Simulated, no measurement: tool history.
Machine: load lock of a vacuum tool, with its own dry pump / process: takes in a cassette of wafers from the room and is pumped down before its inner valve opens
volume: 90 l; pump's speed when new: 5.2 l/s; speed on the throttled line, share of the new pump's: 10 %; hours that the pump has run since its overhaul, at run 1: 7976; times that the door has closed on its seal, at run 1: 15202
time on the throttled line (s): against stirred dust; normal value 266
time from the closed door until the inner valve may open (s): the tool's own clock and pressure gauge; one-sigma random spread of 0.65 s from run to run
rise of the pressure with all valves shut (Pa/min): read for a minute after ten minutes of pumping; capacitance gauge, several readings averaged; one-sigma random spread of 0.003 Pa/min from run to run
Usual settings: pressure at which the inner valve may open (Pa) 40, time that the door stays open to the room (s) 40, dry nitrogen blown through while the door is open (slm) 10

| run | day | time on the throttled line (s) | pressure at which the inner valve may open (Pa) | time that the door stays open to the room (s) | dry nitrogen blown through while the door is open (slm) | hours that the pump has run since its overhaul | times that the door has closed on its seal | incoming humidity of the room's air, % | time from the closed door until the inner valve may open (s) | rise of the pressure with all valves shut (Pa/min) |
|---|---|---|---|---|---|---|---|---|---|---|
| 1 | 0.000 | 266 | 40 | 40 | 10 | 7976 | 15202 | 42.6 | 374.4 | 0.028 |
| 2 | 9.354 | 266 | 40 | 40 | 10 | 8200 | 16152 | 43.2 | 374.2 | 0.023 |
| 3 | 17.212 | 266 | 40 | 40 | 10 | 8389 | 16951 | 48.4 | 373.6 | 0.020 |
| 4 | 25.008 | 266 | 40 | 40 | 10 | 8576 | 17744 | 47.5 | 374.4 | 0.023 |
| 5 | 33.162 | 266 | 40 | 40 | 10 | 8772 | 18572 | 47.1 | 375.4 | 0.022 |
| 6 | 42.042 | 266 | 40 | 40 | 14 | 8985 | 19475 | 43.8 | 376.0 | 0.017 |
| 7 | 55.238 | 453 | 40 | 40 | 14 | 9302 | 20816 | 42.6 | 540.6 | 0.020 |
| 8 | 62.696 | 266 | 29 | 40 | 10 | 9481 | 21574 | 51.2 | 378.9 | 0.025 |
| 9 | 75.000 | 266 | 40 | 40 | 10 | 9776 | 22824 | 46.3 | 375.0 | 0.023 |
| 10 | 86.625 | 266 | 40 | 40 | 10 | 10055 | 24006 | 46.1 | 374.3 | 0.019 |
|  | 95.388 | door's seal changed, seat wiped |
| 11 | 99.904 | 266 | 40 | 40 | 10 | 10372 | 459 | 45.3 | 374.0 | 0.017 |
| 12 | 107.671 | 266 | 40 | 40 | 10 | 10559 | 1249 | 45.6 | 374.2 | 0.016 |
| 13 | 118.362 | 266 | 40 | 40 | 10 | 10815 | 2335 | 45.1 | 375.0 | 0.018 |

For run 14, what comes out?
| 14 | 124.283 | 266 | 40 | 40 | 10 | 10957 | 2937 | 44.6 | ? | ? |

time from the closed door until the inner valve may open (s): 374.1
rise of the pressure with all valves shut (Pa/min): 0.016
If the tool had no hidden condition, the same run with the same run-to-run variation would have returned time from the closed door until the inner valve may open (s) 374.1, rise of the pressure with all valves shut (Pa/min) 0.016.
